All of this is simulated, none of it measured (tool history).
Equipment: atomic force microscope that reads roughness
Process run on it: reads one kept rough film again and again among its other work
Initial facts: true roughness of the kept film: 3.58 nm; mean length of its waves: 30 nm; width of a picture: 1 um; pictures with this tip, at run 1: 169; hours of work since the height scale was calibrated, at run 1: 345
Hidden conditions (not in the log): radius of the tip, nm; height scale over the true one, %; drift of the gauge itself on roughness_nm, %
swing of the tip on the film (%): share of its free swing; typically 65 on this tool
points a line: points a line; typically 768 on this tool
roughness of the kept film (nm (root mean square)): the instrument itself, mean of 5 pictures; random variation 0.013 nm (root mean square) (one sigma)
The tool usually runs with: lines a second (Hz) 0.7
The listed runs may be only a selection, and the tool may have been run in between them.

| run | day | lines a second (Hz) | swing of the tip on the film (%) | points a line | pictures with this tip | hours of work since the height scale was calibrated | roughness of the kept film (nm (root mean square)) |
|---|---|---|---|---|---|---|---|
| 1 | 0 | 0.7 | 65 | 768 | 169 | 345 | 2.469 |
| 2 | 0.604 | 0.7 | 65 | 768 | 194 | 353 | 2.408 |
| 3 | 1.121 | 0.7 | 65 | 393 | 216 | 359 | 2.34 |
| 4 | 1.621 | 0.7 | 61 | 768 | 237 | 366 | 2.295 |
| 5 | 1.912 | 0.7 | 61 | 768 | 249 | 370 | 2.28 |
| 6 | 2.292 | 0.7 | 61 | 768 | 265 | 375 | 2.248 |
| 7 | 2.762 | 0.7 | 61 | 768 | 285 | 381 | 2.199 |
| 8 | 3.162 | 1.472 | 79 | 768 | 302 | 386 | 2.063 |
|  | 3.525 | new tip fitted |
| 9 | 3.775 | 3.298 | 85 | 260 | 11 | 393 | 2.594 |
| 10 | 4.338 | 0.7 | 77 | 323 | 35 | 401 | 2.854 |
| 11 | 4.892 | 2.104 | 89 | 711 | 58 | 408 | 2.548 |
| 12 | 5.338 | 1.892 | 69 | 768 | 77 | 414 | 2.709 |
| 13 | 5.758 | 1.892 | 69 | 715 | 94 | 419 | 2.639 |

Some steps in roughness of the kept film (nm (root mean square)), run to run, broken into two amounts with sign: the step expected even without the hidden condition (settings, incoming material, random variation), and the rest, left for the hidden condition together with whatever gauge scatter is not in both the measured and the hidden-condition-free result:
Run 8 -> 9: lines a second (Hz) 1.472 -> 3.298, swing of the tip on the film (%) 79 -> 85, points a line 768 -> 260, new tip fitted. roughness of the kept film (nm (root mean square)) +0.531: hidden state +0.817, all else -0.286.
